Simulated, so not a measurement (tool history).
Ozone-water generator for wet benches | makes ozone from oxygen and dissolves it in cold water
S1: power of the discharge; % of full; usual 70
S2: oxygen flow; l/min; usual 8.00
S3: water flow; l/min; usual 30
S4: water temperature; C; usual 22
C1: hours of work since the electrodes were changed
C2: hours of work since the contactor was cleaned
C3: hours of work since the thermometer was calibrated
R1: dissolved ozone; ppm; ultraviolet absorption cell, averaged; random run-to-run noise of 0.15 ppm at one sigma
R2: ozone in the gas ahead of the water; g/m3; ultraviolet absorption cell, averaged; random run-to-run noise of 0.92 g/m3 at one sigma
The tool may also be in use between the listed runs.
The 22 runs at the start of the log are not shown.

run    hour  S1    S2  S3  S4    C1    C2    C3    R1     R2
 23   793.5  70  8.00  30  30  1210  1591  1761  15.5  155.5
 24   816.8  70  8.00  30  29  1229  1609  1779  15.7  154.5
 25   849.3  91  7.04  30  22  1254  1635  1805  20.6  192.0
 26   883.6  91  7.04  30  22  1281  1662  1832  20.4  193.2
 27   915.8  91  7.04  30  22  1307  1687  1857  20.8  191.9
 28   940.9  91  7.04  30  22  1326  1707  1877  20.6  192.9
 29   965.4  57  5.76  30  22  1346  1726  1897  16.3  171.1
 30   987.1  57  6.09  27  21  1363  1744  1914  18.0  163.9
 31  1016.9  57  6.09  27  21  1386  1767  1937  17.8  166.8
 32  1038.6  57  6.09  27  21  1404  1784  1954  17.9  164.6
 33  1086.6  70  8.71  30  20  1441  1822  1992  18.3  148.2

Forecast each of these 4 alternatives for the next run:
  A  1121.7  70   4.81  30  20  1469  1850  2020   ?   ?
  B  1121.7  70   8.71  26  20  1469  1850  2020   ?   ?
  C  1121.7  96  14.11  22  20  1469  1850  2020   ?   ?
  D  1121.7  70  13.49  30  20  1469  1850  2020   ?   ?

run    R1     R2
  A  18.6  213.9
  B  20.0  146.3
  C  23.8  129.4
  D  16.7  112.2
Stripped of hidden state, with their random variation kept, the same runs would have yielded:
run    R1     R2
  A  18.6  210.9
  B  20.0  144.3
  C  23.8  127.6
  D  16.7  110.6
